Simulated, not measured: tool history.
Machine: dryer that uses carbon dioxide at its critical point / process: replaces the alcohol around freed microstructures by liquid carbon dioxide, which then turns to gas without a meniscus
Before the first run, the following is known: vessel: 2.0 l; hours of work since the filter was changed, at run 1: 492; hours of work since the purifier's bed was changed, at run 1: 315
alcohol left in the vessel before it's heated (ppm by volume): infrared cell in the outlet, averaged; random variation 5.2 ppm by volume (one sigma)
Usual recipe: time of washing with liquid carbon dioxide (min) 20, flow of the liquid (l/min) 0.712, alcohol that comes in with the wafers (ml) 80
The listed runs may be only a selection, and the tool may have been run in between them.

run	hour	time of washing with liquid carbon dioxide (min)	flow of the liquid (l/min)	alcohol that comes in with the wafers (ml)	hours of work since the filter was changed	hours of work since the purifier's bed was changed	alcohol left in the vessel before it's heated (ppm by volume)
1	0	20	0.712	80	492	315	252
2	10.5	20	0.712	80	499	323	240
3	26.3	20	0.712	80	510	334	262
4	42.1	20	0.712	80	522	345	257
5	58.8	20	0.712	80	534	357	269
6	71.9	20	0.712	80	543	366	252
7	81.6	20	0.712	80	550	373	281
8	90.4	20	0.712	32	556	379	173
9	105.6	20	0.712	32	567	390	169
10	118.9	20	0.712	32	576	400	187
# hour 130.5: inlet filter changed
11	133.1	20	0.712	32	2	409	139
12	144.8	20	0.712	80	10	418	208
13	155.5	20	0.712	80	18	425	209
14	163	12	0.712	80	23	431	1147
15	170.4	20	0.713	80	28	436	212
16	178.7	20	0.712	80	34	442	227
17	187.5	30	0.712	80	41	448	120
18	194.6	20	0.712	80	46	453	214
19	206	20	0.712	80	54	461	220
20	215.7	20	0.712	80	61	468	221
21	223	24	0.712	80	66	473	162
22	234.4	24	0.712	80	74	481	154
23	250.5	15	0.712	80	86	493	579
24	259.2	15	0.712	42	92	499	372
25	267.2	13	0.712	49	97	505	644
26	283.9	13	0.463	49	109	517	2105
27	290.8	13	0.439	54	114	522	2572
28	304.9	20	0.712	80	124	532	254
29	320.3	20	0.532	22	135	543	283
30	333	20	0.805	80	144	552	201
31	346.9	20	0.61	80	154	562	405
32	361.7	20	0.61	80	165	572	396
33	375.2	20	0.429	80	174	582	1333
34	390.5	18	0.787	67	185	593	257
35	402.8	20	0.712	52	194	601	230
36	417.1	26	0.45	80	204	612	479
37	426.3	31	0.709	62	211	618	170
38	439.6	16	0.439	117	220	628	3545
39	451.5	13	0.551	37	229	636	1140
40	465.5	13	0.551	37	239	646	1157
41	477.3	24	0.613	93	247	655	292
42	489.1	24	0.613	93	256	663	289
43	497.8	19	0.482	36	262	669	616
44	509.9	25	0.712	28	270	678	179
45	522.8	22	0.712	73	280	687	249
46	532.4	31	0.712	80	286	694	192
47	542.8	20	0.712	30	294	701	241

Measured minus without-hidden-state, run by run (identical run-to-run variation in each term; gauge scatter may differ):
Hidden state present: flow that reaches the vessel past the clogged filter, %; alcohol in the recycled carbon dioxide, ppm; drift of the gauge itself on alcohol_ppm, %.
run	alcohol left in the vessel before it's heated (ppm by volume)
1	+154
2	+153
3	+165
4	+166
5	+171
6	+175
7	+181
8	+135
9	+136
10	+138
11	+106
12	+110
13	+115
14	+145
15	+116
16	+123
17	+115
18	+125
19	+127
20	+131
21	+129
22	+127
23	+169
24	+152
25	+178
26	+264
27	+293
28	+155
29	+157
30	+150
31	+189
32	+191
33	+312
34	+174
35	+175
36	+219
37	+159
38	+625
39	+302
40	+314
41	+205
42	+202
43	+258
44	+178
45	+197
46	+182
47	+199
